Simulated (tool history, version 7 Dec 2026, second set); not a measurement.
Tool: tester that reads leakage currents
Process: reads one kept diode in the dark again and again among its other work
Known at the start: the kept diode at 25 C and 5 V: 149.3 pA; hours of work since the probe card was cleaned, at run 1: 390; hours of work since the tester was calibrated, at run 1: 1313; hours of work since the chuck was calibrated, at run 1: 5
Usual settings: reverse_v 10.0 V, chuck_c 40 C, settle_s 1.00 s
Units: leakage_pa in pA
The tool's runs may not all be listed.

| run | hour | reverse_v | chuck_c | settle_s | hours of work since the probe card was cleaned | hours of work since the tester was calibrated | hours of work since the chuck was calibrated | leakage_pa |
|---|---|---|---|---|---|---|---|---|
| 1 | 0.0 | 10.0 | 40 | 1.00 | 390 | 1313 | 5 | 640.79 |
| 2 | 38.6 | 1.1 | 40 | 1.00 | 421 | 1343 | 36 | 175.63 |
| 3 | 69.1 | 1.1 | 40 | 1.00 | 445 | 1368 | 60 | 174.75 |
| 4 | 105.5 | 10.0 | 40 | 1.07 | 474 | 1396 | 89 | 636.06 |
| 5 | 130.9 | 15.7 | 40 | 1.00 | 494 | 1416 | 109 | 825.81 |
| 6 | 161.7 | 15.7 | 40 | 1.00 | 518 | 1441 | 133 | 824.79 |
| 7 | 187.8 | 15.7 | 40 | 1.00 | 539 | 1461 | 154 | 823.61 |
| 8 | 220.0 | 15.7 | 40 | 1.00 | 564 | 1487 | 180 | 820.96 |
| 9 | 257.7 | 15.7 | 40 | 1.00 | 594 | 1517 | 209 | 821.13 |
| 10 | 285.9 | 10.0 | 40 | 1.00 | 617 | 1539 | 232 | 630.08 |
| 11 | 323.1 | 10.0 | 40 | 1.00 | 646 | 1568 | 261 | 629.22 |
| 12 | 365.4 | 9.3 | 40 | 0.89 | 680 | 1602 | 295 | 600.50 |
| 13 | 388.2 | 9.3 | 40 | 0.89 | 698 | 1620 | 313 | 599.04 |
| 14 | 421.7 | 9.3 | 40 | 0.89 | 724 | 1647 | 339 | 596.91 |
| 15 | 463.4 | 9.3 | 40 | 0.89 | 757 | 1680 | 372 | 596.19 |
| 16 | 498.4 | 2.8 | 50 | 0.41 | 785 | 1707 | 400 | 558.54 |
| 17 | 531.6 | 2.8 | 50 | 0.41 | 811 | 1733 | 426 | 555.41 |
| 18 | 573.3 | 9.0 | 40 | 1.32 | 844 | 1767 | 459 | 577.87 |
| 19 | 598.4 | 10.0 | 40 | 0.30 | 864 | 1786 | 479 | 616.36 |
| 20 | 615.8 | 10.0 | 40 | 0.38 | 878 | 1800 | 493 | 619.60 |
| 21 | 657.9 | 10.0 | 40 | 5.39 | 911 | 1833 | 526 | 610.95 |

4 ways to go on from here, each from the tool as it stands after run 21. What would each give?
| A | 676.9 | 10.2 | 40 | 0.48 | 926 | 1849 | 541 | ? |
| B | 676.9 | 10.0 | 40 | 2.23 | 926 | 1849 | 541 | ? |
| C | 676.9 | 14.2 | 27 | 1.46 | 926 | 1849 | 541 | ? |
| D | 676.9 | 3.4 | 54 | 5.39 | 926 | 1849 | 541 | ? |

| run | leakage_pa |
|---|---|
| A | 622.47 |
| B | 614.83 |
| C | 312.22 |
| D | 787.21 |
Without the tool's hidden state the same runs would have given:
| run | leakage_pa |
|---|---|
| A | 646.12 |
| B | 638.30 |
| C | 318.25 |
| D | 821.72 |
